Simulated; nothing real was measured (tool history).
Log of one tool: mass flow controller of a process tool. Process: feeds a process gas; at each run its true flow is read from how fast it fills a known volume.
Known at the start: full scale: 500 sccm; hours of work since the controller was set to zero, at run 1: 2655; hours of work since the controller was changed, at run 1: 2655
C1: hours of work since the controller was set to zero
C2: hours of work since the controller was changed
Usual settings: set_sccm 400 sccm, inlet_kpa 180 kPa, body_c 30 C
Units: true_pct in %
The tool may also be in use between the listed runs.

Run 1, day 0: usual settings; C1 2655; C2 2655. Result: true_pct 99.92 %.
Run 2, day 8.721: usual settings; C1 2794; C2 2794. Result: true_pct 100.04 %.
Run 3, day 20.183: usual settings; C1 2976; C2 2976. Result: true_pct 100.09 %.
Run 4, day 29.338: usual settings; C1 3122; C2 3122. Result: true_pct 100.2 %.
Run 5, day 48.629: usual settings; C1 3429; C2 3429. Result: true_pct 100.17 %.
Run 6, day 63.871: usual settings; C1 3672; C2 3672. Result: true_pct 100.15 %.
Run 7, day 83.804: usual settings; C1 3989; C2 3989. Result: true_pct 100.4 %.
Run 8, day 97.917: usual settings; C1 4213; C2 4213. Result: true_pct 100.51 %.
Run 9, day 112.958: usual settings but set_sccm 468 sccm; C1 4453; C2 4453. Result: true_pct 100.8 %.
Run 10, day 124.796: usual settings but set_sccm 468 sccm; C1 4641; C2 4641. Result: true_pct 100.88 %.
Run 11, day 145.979: usual settings but set_sccm 468 sccm; C1 4978; C2 4978. Result: true_pct 100.86 %.
Run 12, day 166.662: usual settings but inlet_kpa 152 kPa; C1 5307; C2 5307. Result: true_pct 100.83 %.
Run 13, day 175.738: usual settings but inlet_kpa 152 kPa; C1 5452; C2 5452. Result: true_pct 100.89 %.
Run 14, day 188.212: usual settings; C1 5650; C2 5650. Result: true_pct 100.71 %.
Run 15, day 205.025: usual settings; C1 5918; C2 5918. Result: true_pct 100.81 %.
Run 16, day 219.192: usual settings; C1 6143; C2 6143. Result: true_pct 100.94 %.
Run 17, day 239.071: usual settings; C1 6460; C2 6460. Result: true_pct 101.09 %.
At day 245.854: controller exchanged for a calibrated one.
Run 18, day 260.783: usual settings but set_sccm 146 sccm; C1 238; C2 238. Result: true_pct 98.51 %.
Run 19, day 275.871: usual settings but set_sccm 249 sccm; C1 478; C2 478. Result: true_pct 98.88 %.
Run 20, day 297.329: usual settings but set_sccm 249 sccm; C1 819; C2 819. Result: true_pct 98.93 %.
Run 21, day 318.817: usual settings but set_sccm 249 sccm; C1 1161; C2 1161. Result: true_pct 98.95 %.
Run 22, day 338.854: usual settings but set_sccm 249 sccm; C1 1480; C2 1480. Result: true_pct 98.99 %.
Run 23, day 350.671: usual settings but set_sccm 249 sccm; C1 1668; C2 1668. Result: true_pct 99.12 %.
Run 24, day 362.921: usual settings; C1 1863; C2 1863. Result: true_pct 99.68 %.
Run 25, day 382.921: usual settings; C1 2181; C2 2181. Result: true_pct 99.91 %.
Run 26, day 400.308: usual settings but inlet_kpa 208 kPa, body_c 20 C; C1 2458; C2 2458. Result: true_pct 100.29 %.
Run 27, day 418.996: usual settings but set_sccm 151 sccm, inlet_kpa 217 kPa; C1 2755; C2 2755. Result: true_pct 98.41 %.
Run 28, day 433.129: usual settings but inlet_kpa 257 kPa; C1 2980; C2 2980. Result: true_pct 99.2 %.
Run 29, day 445.638: usual settings but inlet_kpa 257 kPa; C1 3179; C2 3179. Result: true_pct 99.46 %.
At day 447.629: controller's zero set anew.
Run 30, day 465.821: usual settings but set_sccm 312 sccm, inlet_kpa 257 kPa, body_c 26 C; C1 289; C2 3500. Result: true_pct 99.09 %.
Run 31, day 479.262: usual settings but set_sccm 313 sccm, inlet_kpa 257 kPa, body_c 26 C; C1 503; C2 3714. Result: true_pct 99.07 %.
Run 32, day 495: usual settings but set_sccm 151 sccm, inlet_kpa 204 kPa; C1 754; C2 3964. Result: true_pct 98.03 %.
At day 502.925: controller's zero set anew, once more.
Run 33, day 512.946: usual settings but inlet_kpa 161 kPa, body_c 28 C; C1 159; C2 4250. Result: true_pct 100.77 %.
Run 34, day 522.725: usual settings but inlet_kpa 161 kPa, body_c 28 C; C1 315; C2 4405. Result: true_pct 100.96 %.
Run 35, day 543.071: usual settings but inlet_kpa 161 kPa, body_c 28 C; C1 639; C2 4729. Result: true_pct 100.96 %.
Run 36, day 563.333: usual settings but inlet_kpa 161 kPa, body_c 28 C; C1 961; C2 5051. Result: true_pct 101.09 %.
Run 37, day 582.075: usual settings but set_sccm 129 sccm, inlet_kpa 260 kPa, body_c 33 C; C1 1260; C2 5350. Result: true_pct 98.88 %.
Run 38, day 600.267: usual settings but inlet_kpa 275 kPa, body_c 28 C; C1 1549; C2 5639. Result: true_pct 100.37 %.
Run 39, day 610.521: usual settings but inlet_kpa 275 kPa, body_c 36 C; C1 1712; C2 5802. Result: true_pct 100.04 %.
Run 40, day 627.175: usual settings but set_sccm 55 sccm, inlet_kpa 198 kPa, body_c 21 C; C1 1977; C2 6067. Result: true_pct 99.01 %.
Run 41, day 642.188: usual settings but set_sccm 55 sccm, inlet_kpa 173 kPa, body_c 21 C; C1 2216; C2 6306. Result: true_pct 99.06 %.
Run 42, day 656.15: usual settings but set_sccm 382 sccm, body_c 22 C; C1 2438; C2 6528. Result: true_pct 101.68 %.
At day 658.004: controller exchanged for a calibrated one.
Run 43, day 665.167: usual settings but inlet_kpa 217 kPa, body_c 22 C; C1 114; C2 114. Result: true_pct 99.73 %.
Run 44, day 676.008: usual settings but set_sccm 107 sccm, body_c 37 C; C1 287; C2 287. Result: true_pct 98.04 %.
Run 45, day 694.3: usual settings but set_sccm 208 sccm, inlet_kpa 207 kPa, body_c 32 C; C1 578; C2 578. Result: true_pct 98.5 %.
Run 46, day 712.621: usual settings but set_sccm 70 sccm, inlet_kpa 194 kPa, body_c 40 C; C1 869; C2 869. Result: true_pct 97.38 %.
Run 47, day 731.379: usual settings but set_sccm 262 sccm, body_c 21 C; C1 1168; C2 1168. Result: true_pct 99.84 %.
Run 48, day 747.058: usual settings but set_sccm 123 sccm, inlet_kpa 153 kPa; C1 1417; C2 1417. Result: true_pct 98.74 %.

4 ways to go on from here, each from the tool as it stands after run 48. What would each give?
Run A, day 767.679: usual settings but set_sccm 123 sccm, inlet_kpa 230 kPa; C1 1745; C2 1745. Result: true_pct ?.
Run B, day 767.679: usual settings but set_sccm 86 sccm, inlet_kpa 192 kPa, body_c 29 C; C1 1745; C2 1745. Result: true_pct ?.
Run C, day 767.679: usual settings but set_sccm 117 sccm, inlet_kpa 153 kPa; C1 1745; C2 1745. Result: true_pct ?.
Run D, day 767.679: usual settings but set_sccm 66 sccm, body_c 31 C; C1 1745; C2 1745. Result: true_pct ?.

run  true_pct
  A     98.14
  B     98.11
  C     98.66
  D     97.65
Without the tool's hidden state the same runs would have given:
run  true_pct
  A     98.26
  B     98.53
  C     98.82
  D     98.38
